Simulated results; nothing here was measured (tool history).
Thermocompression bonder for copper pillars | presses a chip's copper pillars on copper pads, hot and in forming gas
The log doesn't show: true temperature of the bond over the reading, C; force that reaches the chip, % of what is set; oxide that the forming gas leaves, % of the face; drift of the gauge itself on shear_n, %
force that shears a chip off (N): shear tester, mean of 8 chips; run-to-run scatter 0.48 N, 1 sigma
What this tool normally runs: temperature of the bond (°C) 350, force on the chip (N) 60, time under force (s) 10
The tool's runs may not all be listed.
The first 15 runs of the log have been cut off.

run	hour	temperature of the bond (°C)	force on the chip (N)	time under force (s)	hours of work since the heater was calibrated	hours of work since the force cell was calibrated	hours of work since the gas filter was changed	force that shears a chip off (N)
16	162.7	350	60	10	553	392	292	39.6
# hour 166.8: heater calibrated with a thermocouple chip
17	172.3	350	60	10	4	398	298	45.0
18	183.6	350	60	10	13	406	306	45.1
19	196.6	350	60	19	22	416	316	55.2
20	208.3	350	60	19	31	425	325	54.8
21	219.4	350	65	16	40	433	333	54.2
22	231.2	350	65	16	48	442	342	53.3
23	244.2	322	79	7	58	452	352	33.6
24	252.2	341	47	20	64	458	358	41.1
25	259.3	339	47	8	69	463	363	28.6
26	265.3	375	44	10	74	468	367	43.8
27	275.0	341	60	6	81	475	375	31.3
28	285.8	321	50	5	89	483	383	19.1
29	299.0	373	60	27	99	493	393	69.2
30	309.5	373	60	27	107	501	401	69.9
31	323.9	371	60	15	118	512	411	59.0
32	335.7	328	60	9	127	521	420	30.1
33	350.0	324	43	8	138	531	431	20.3
34	357.3	334	66	27	143	537	437	52.3
35	365.9	364	69	10	150	543	443	53.0
36	375.5	350	60	17	157	551	450	49.5
# hour 386.8: forming gas filter changed
37	387.9	371	60	21	166	559	1	70.3
38	398.9	358	39	8	174	568	9	31.7
39	405.8	350	60	23	179	573	14	62.0

What if the next run were any one of these 5? Each begins from the tool's condition after run 39:
A	419.0	380	60	10	189	583	24	?
B	419.0	350	71	23	189	583	24	?
C	419.0	375	67	6	189	583	24	?
D	419.0	338	66	17	189	583	24	?
E	419.0	358	47	20	189	583	24	?

run	force that shears a chip off (N)
A	62.4
B	67.0
C	54.5
D	52.0
E	53.3
Without the tool's hidden state the same runs would have given:
run	force that shears a chip off (N)
A	66.0
B	70.8
C	58.1
D	55.7
E	56.9
